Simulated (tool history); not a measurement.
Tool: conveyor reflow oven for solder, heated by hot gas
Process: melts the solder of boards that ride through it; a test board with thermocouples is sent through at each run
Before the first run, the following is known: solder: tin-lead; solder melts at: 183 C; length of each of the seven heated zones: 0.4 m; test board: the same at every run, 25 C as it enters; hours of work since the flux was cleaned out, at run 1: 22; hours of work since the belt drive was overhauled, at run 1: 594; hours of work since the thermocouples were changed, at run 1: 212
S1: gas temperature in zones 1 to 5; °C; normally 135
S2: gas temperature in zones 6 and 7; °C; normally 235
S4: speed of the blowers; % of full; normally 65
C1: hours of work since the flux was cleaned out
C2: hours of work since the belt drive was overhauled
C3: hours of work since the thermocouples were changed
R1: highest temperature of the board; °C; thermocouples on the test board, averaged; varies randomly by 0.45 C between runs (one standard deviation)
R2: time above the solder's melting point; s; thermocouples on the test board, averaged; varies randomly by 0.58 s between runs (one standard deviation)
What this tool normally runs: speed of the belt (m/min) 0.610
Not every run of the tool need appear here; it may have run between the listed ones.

{"run": 1, "hour": 0.0, "S1": 135, "S2": 235, "speed of the belt (m/min)": 0.61, "S4": 65, "C1": 22, "C2": 594, "C3": 212, "R1": 210.8, "R2": 52.3}
{"run": 2, "hour": 40.4, "S1": 135, "S2": 235, "speed of the belt (m/min)": 0.61, "S4": 65, "C1": 54, "C2": 626, "C3": 243, "R1": 210.6, "R2": 50.1}
{"run": 3, "hour": 94.9, "S1": 135, "S2": 235, "speed of the belt (m/min)": 0.61, "S4": 65, "C1": 97, "C2": 669, "C3": 286, "R1": 209.9, "R2": 50.4}
{"run": 4, "hour": 142.9, "S1": 127, "S2": 235, "speed of the belt (m/min)": 0.61, "S4": 65, "C1": 135, "C2": 706, "C3": 324, "R1": 208.3, "R2": 44.4}
{"run": 5, "hour": 179.1, "S1": 135, "S2": 235, "speed of the belt (m/min)": 0.61, "S4": 65, "C1": 163, "C2": 735, "C3": 353, "R1": 209.4, "R2": 49.2}
{"run": 6, "hour": 207.0, "S1": 135, "S2": 235, "speed of the belt (m/min)": 0.61, "S4": 65, "C1": 185, "C2": 757, "C3": 374, "R1": 209.1, "R2": 50.4}
{"hour": 261.4, "done": "flux residue cleaned out of gas plates and filters"}
{"run": 7, "hour": 263.3, "S1": 135, "S2": 235, "speed of the belt (m/min)": 0.61, "S4": 65, "C1": 1, "C2": 797, "C3": 415, "R1": 210.0, "R2": 52.0}
{"run": 8, "hour": 289.5, "S1": 135, "S2": 235, "speed of the belt (m/min)": 0.61, "S4": 65, "C1": 22, "C2": 818, "C3": 436, "R1": 209.9, "R2": 51.8}
{"run": 9, "hour": 325.2, "S1": 135, "S2": 235, "speed of the belt (m/min)": 0.581, "S4": 65, "C1": 50, "C2": 846, "C3": 464, "R1": 212.3, "R2": 56.8}
{"run": 10, "hour": 368.8, "S1": 135, "S2": 235, "speed of the belt (m/min)": 0.581, "S4": 65, "C1": 85, "C2": 880, "C3": 498, "R1": 212.6, "R2": 56.0}
{"run": 11, "hour": 411.4, "S1": 135, "S2": 235, "speed of the belt (m/min)": 0.61, "S4": 65, "C1": 118, "C2": 914, "C3": 531, "R1": 209.3, "R2": 50.2}
{"run": 12, "hour": 458.6, "S1": 135, "S2": 235, "speed of the belt (m/min)": 0.61, "S4": 65, "C1": 155, "C2": 951, "C3": 569, "R1": 210.0, "R2": 49.4}
{"run": 13, "hour": 500.9, "S1": 127, "S2": 235, "speed of the belt (m/min)": 0.61, "S4": 65, "C1": 188, "C2": 984, "C3": 602, "R1": 207.0, "R2": 44.7}
{"run": 14, "hour": 532.1, "S1": 135, "S2": 235, "speed of the belt (m/min)": 0.61, "S4": 65, "C1": 213, "C2": 1009, "C3": 626, "R1": 208.7, "R2": 48.2}
{"hour": 551.6, "done": "flux residue cleaned out of gas plates and filters"}
{"run": 15, "hour": 586.4, "S1": 135, "S2": 235, "speed of the belt (m/min)": 0.561, "S4": 65, "C1": 27, "C2": 1048, "C3": 665, "R1": 213.3, "R2": 61.7}
{"hour": 593.5, "done": "belt drive overhauled, speed set with a stopwatch"}
{"run": 16, "hour": 617.5, "S1": 133, "S2": 235, "speed of the belt (m/min)": 0.61, "S4": 65, "C1": 49, "C2": 19, "C3": 687, "R1": 211.2, "R2": 51.9}
{"run": 17, "hour": 671.6, "S1": 133, "S2": 235, "speed of the belt (m/min)": 0.61, "S4": 65, "C1": 91, "C2": 61, "C3": 729, "R1": 210.5, "R2": 50.6}
{"run": 18, "hour": 710.5, "S1": 135, "S2": 240, "speed of the belt (m/min)": 0.61, "S4": 65, "C1": 122, "C2": 92, "C3": 760, "R1": 213.7, "R2": 55.2}
{"run": 19, "hour": 747.3, "S1": 135, "S2": 240, "speed of the belt (m/min)": 0.61, "S4": 65, "C1": 151, "C2": 121, "C3": 789, "R1": 213.9, "R2": 56.0}
{"run": 20, "hour": 794.3, "S1": 135, "S2": 240, "speed of the belt (m/min)": 0.61, "S4": 65, "C1": 188, "C2": 158, "C3": 826, "R1": 214.0, "R2": 54.8}
{"hour": 847.7, "done": "flux residue cleaned out of gas plates and filters"}
{"run": 21, "hour": 851.4, "S1": 135, "S2": 240, "speed of the belt (m/min)": 0.61, "S4": 79, "C1": 3, "C2": 199, "C3": 867, "R1": 219.3, "R2": 61.7}
{"hour": 859.4, "done": "belt drive overhauled, speed set with a stopwatch, once more"}
{"run": 22, "hour": 893.5, "S1": 135, "S2": 240, "speed of the belt (m/min)": 0.661, "S4": 74, "C1": 33, "C2": 27, "C3": 897, "R1": 212.0, "R2": 47.4}
{"run": 23, "hour": 942.9, "S1": 135, "S2": 240, "speed of the belt (m/min)": 0.661, "S4": 74, "C1": 72, "C2": 66, "C3": 935, "R1": 211.4, "R2": 46.1}
{"hour": 967.2, "done": "thermocouples of zones 6 and 7 changed"}
{"run": 24, "hour": 992.5, "S1": 135, "S2": 240, "speed of the belt (m/min)": 0.661, "S4": 74, "C1": 109, "C2": 103, "C3": 20, "R1": 212.6, "R2": 48.2}
{"run": 25, "hour": 1023.1, "S1": 135, "S2": 242, "speed of the belt (m/min)": 0.61, "S4": 65, "C1": 133, "C2": 127, "C3": 44, "R1": 214.5, "R2": 54.0}
{"run": 26, "hour": 1062.7, "S1": 135, "S2": 238, "speed of the belt (m/min)": 0.661, "S4": 74, "C1": 164, "C2": 158, "C3": 75, "R1": 210.6, "R2": 45.3}
{"run": 27, "hour": 1116.1, "S1": 135, "S2": 244, "speed of the belt (m/min)": 0.61, "S4": 65, "C1": 206, "C2": 200, "C3": 117, "R1": 215.1, "R2": 55.5}
{"hour": 1145.3, "done": "flux residue cleaned out of gas plates and filters"}
{"run": 28, "hour": 1175.1, "S1": 135, "S2": 244, "speed of the belt (m/min)": 0.61, "S4": 65, "C1": 23, "C2": 243, "C3": 160, "R1": 217.7, "R2": 56.9}
{"run": 29, "hour": 1204.9, "S1": 135, "S2": 247, "speed of the belt (m/min)": 0.61, "S4": 65, "C1": 47, "C2": 266, "C3": 183, "R1": 220.2, "R2": 58.0}

Branching from run 29: 3 alternative next runs. What would each branch give?
{"run": "A", "hour": 1256.3, "S1": 131, "S2": 247, "speed of the belt (m/min)": 0.586, "S4": 65, "C1": 87, "C2": 307, "C3": 224, "R1": "?", "R2": "?"}
{"run": "B", "hour": 1256.3, "S1": 135, "S2": 247, "speed of the belt (m/min)": 0.552, "S4": 65, "C1": 87, "C2": 307, "C3": 224, "R1": "?", "R2": "?"}
{"run": "C", "hour": 1256.3, "S1": 142, "S2": 229, "speed of the belt (m/min)": 0.61, "S4": 85, "C1": 87, "C2": 307, "C3": 224, "R1": "?", "R2": "?"}

run=A R1=220.0 R2=60.9
run=B R1=223.1 R2=68.2
run=C R1=210.1 R2=54.7
Stripped of hidden state, with their random variation kept, the same runs would have yielded:
run=A R1=221.1 R2=61.4
run=B R1=224.2 R2=68.6
run=C R1=211.2 R2=55.5

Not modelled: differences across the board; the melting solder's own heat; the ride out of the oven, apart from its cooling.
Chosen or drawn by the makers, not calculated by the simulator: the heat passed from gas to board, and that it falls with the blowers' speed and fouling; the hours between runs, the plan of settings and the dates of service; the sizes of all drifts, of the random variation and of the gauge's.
